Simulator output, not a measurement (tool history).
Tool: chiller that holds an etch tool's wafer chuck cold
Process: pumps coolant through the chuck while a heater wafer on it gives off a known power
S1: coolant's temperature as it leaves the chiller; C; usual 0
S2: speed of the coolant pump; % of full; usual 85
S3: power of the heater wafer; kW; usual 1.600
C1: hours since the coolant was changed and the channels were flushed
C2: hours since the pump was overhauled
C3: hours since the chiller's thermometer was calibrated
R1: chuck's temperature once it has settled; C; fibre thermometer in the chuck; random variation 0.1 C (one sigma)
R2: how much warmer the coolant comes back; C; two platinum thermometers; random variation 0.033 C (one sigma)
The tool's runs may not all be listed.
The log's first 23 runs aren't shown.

| run | hour | S1 | S2 | S3 | C1 | C2 | C3 | R1 | R2 |
|---|---|---|---|---|---|---|---|---|---|
| 24 | 1749.8 | -7 | 79 | 1.600 | 3749 | 4755 | 1985 | 5.8 | 4.58 |
| 25 | 1803.7 | -7 | 96 | 1.049 | 3803 | 4809 | 2039 | 0.2 | 2.33 |
| 26 | 1867.2 | 0 | 63 | 1.946 | 3867 | 4873 | 2102 | 19.1 | 7.08 |
| 27 | 1911.8 | 0 | 63 | 2.364 | 3911 | 4917 | 2147 | 23.1 | 8.59 |
| 28 | 1978.7 | 0 | 63 | 2.364 | 3978 | 4984 | 2214 | 23.1 | 8.66 |
|  | 2024.2 | gauge calibrated |
| 29 | 2057.4 | -2 | 63 | 0.917 | 4057 | 5063 | 2292 | 6.9 | 3.41 |
| 30 | 2135.4 | 0 | 67 | 1.600 | 4135 | 5141 | 2370 | 14.9 | 5.60 |
| 31 | 2225.4 | 7 | 90 | 1.226 | 4225 | 5231 | 2460 | 15.8 | 3.25 |
|  | 2296.8 | coolant changed, channels flushed |
| 32 | 2311.2 | 7 | 90 | 1.226 | 14 | 5311 | 2540 | 15.8 | 3.18 |

4 ways to go on from here, each from the tool as it stands after run 32. What would each give?
| A | 2363.1 | 0 | 90 | 2.044 | 66 | 5363 | 2592 | ? | ? |
| B | 2363.1 | 0 | 86 | 1.600 | 66 | 5363 | 2592 | ? | ? |
| C | 2363.1 | 9 | 85 | 1.600 | 66 | 5363 | 2592 | ? | ? |
| D | 2363.1 | -9 | 90 | 0.998 | 66 | 5363 | 2592 | ? | ? |

| run | R1 | R2 |
|---|---|---|
| A | 14.7 | 5.43 |
| B | 12.1 | 4.40 |
| C | 21.0 | 4.43 |
| D | -2.1 | 2.61 |
Without the tool's hidden state the same runs would have given:
| run | R1 | R2 |
|---|---|---|
| A | 14.7 | 5.47 |
| B | 12.0 | 4.43 |
| C | 21.0 | 4.46 |
| D | -2.1 | 2.64 |
